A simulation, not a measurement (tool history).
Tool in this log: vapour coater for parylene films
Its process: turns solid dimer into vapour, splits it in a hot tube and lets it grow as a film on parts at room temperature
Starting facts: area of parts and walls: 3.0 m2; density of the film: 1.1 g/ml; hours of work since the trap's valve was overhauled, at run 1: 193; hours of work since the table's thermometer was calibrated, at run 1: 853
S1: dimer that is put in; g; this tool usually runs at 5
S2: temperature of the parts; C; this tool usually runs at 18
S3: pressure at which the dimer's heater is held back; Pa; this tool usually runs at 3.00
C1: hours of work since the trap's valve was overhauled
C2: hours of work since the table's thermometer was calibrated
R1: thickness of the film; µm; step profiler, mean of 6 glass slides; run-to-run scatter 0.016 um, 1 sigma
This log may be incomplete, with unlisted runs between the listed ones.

run	day	S1	S2	S3	C1	C2	R1
1	0.000	5	18	3.00	193	853	1.06
2	2.238	5	18	3.00	231	891	1.03
3	4.088	5	18	3.00	263	923	1.04
4	5.762	5	18	3.00	292	951	1.03
5	7.508	5	18	3.00	321	981	1.04
6	8.500	5	18	3.00	338	998	1.01
7	9.738	5	18	6.10	360	1019	0.98
# day 10.012: trap's valve overhauled
8	11.608	5	18	6.10	27	1049	1.06
9	13.771	5	18	6.10	64	1086	1.02
10	15.962	5	18	6.10	102	1123	1.06
11	17.867	5	18	6.10	134	1156	1.03
12	19.817	5	18	6.10	168	1189	1.03
# day 19.954: table's thermometer calibrated
13	21.229	5	18	6.10	191	22	1.03
14	23.117	6	11	3.00	223	54	1.63
15	24.712	5	18	8.21	251	81	1.00
16	26.050	5	18	8.21	274	104	0.99
17	27.946	6	22	3.00	306	137	1.05
18	29.508	3	18	4.04	333	163	0.63

What will run 19 give?
19	30.812	5	18	11.15	355	186	?

R1: 0.90 µm
On a tool with no hidden condition, and with the same random variation, this run would have come out at R1 0.98 µm.

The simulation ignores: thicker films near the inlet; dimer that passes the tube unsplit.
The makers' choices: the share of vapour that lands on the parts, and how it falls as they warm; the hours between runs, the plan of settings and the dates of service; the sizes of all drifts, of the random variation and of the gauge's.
